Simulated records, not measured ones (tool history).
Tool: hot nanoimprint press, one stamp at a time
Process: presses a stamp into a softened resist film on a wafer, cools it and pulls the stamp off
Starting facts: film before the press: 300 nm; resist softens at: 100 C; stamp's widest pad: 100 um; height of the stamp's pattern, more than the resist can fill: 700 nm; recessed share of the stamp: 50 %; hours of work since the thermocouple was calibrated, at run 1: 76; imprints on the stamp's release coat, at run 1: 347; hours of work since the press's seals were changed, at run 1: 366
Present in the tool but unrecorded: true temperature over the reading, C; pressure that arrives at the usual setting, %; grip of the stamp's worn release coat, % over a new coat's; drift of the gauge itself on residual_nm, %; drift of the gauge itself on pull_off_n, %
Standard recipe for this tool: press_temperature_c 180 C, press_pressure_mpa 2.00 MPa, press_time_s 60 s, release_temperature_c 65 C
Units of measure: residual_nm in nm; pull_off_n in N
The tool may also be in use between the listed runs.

run	hour	press_temperature_c	press_pressure_mpa	press_time_s	release_temperature_c	hours of work since the thermocouple was calibrated	imprints on the stamp's release coat	hours of work since the press's seals were changed	residual_nm	pull_off_n
1	0.0	180	2.00	60	65	76	347	366	164.1	212
2	8.9	180	2.00	60	65	83	371	373	164.2	219
3	22.2	180	2.00	60	65	94	407	383	164.1	223
4	38.1	180	2.10	60	65	106	450	396	160.7	219
5	58.4	180	2.10	60	65	122	506	412	161.0	218
6	72.3	180	2.10	60	65	133	544	423	161.3	227
7	85.0	180	2.10	60	65	143	578	433	161.1	222
8	94.0	180	2.10	60	65	151	603	440	160.9	227
9	114.0	174	2.00	60	65	166	657	456	188.6	233
10	128.6	174	2.00	60	65	178	697	468	189.2	235
11	148.5	174	2.00	60	65	194	751	483	188.6	240
12	167.1	174	2.00	54	65	208	802	498	194.0	235

Branching from run 12: 5 alternative next runs. What would each branch give?
A	182.6	180	2.00	60	73	221	844	510	?	?
B	182.6	174	2.00	62	60	221	844	510	?	?
C	182.6	182	2.00	74	59	221	844	510	?	?
D	182.6	191	2.00	54	65	221	844	510	?	?
E	182.6	180	1.25	35	55	221	844	510	?	?

run	residual_nm	pull_off_n
A	164.0	198
B	187.6	259
C	145.5	254
D	131.0	235
E	223.6	282
Had the tool no hidden state, the same runs would have come out as:
run	residual_nm	pull_off_n
A	160.8	168
B	184.3	220
C	142.4	215
D	128.1	200
E	221.8	239
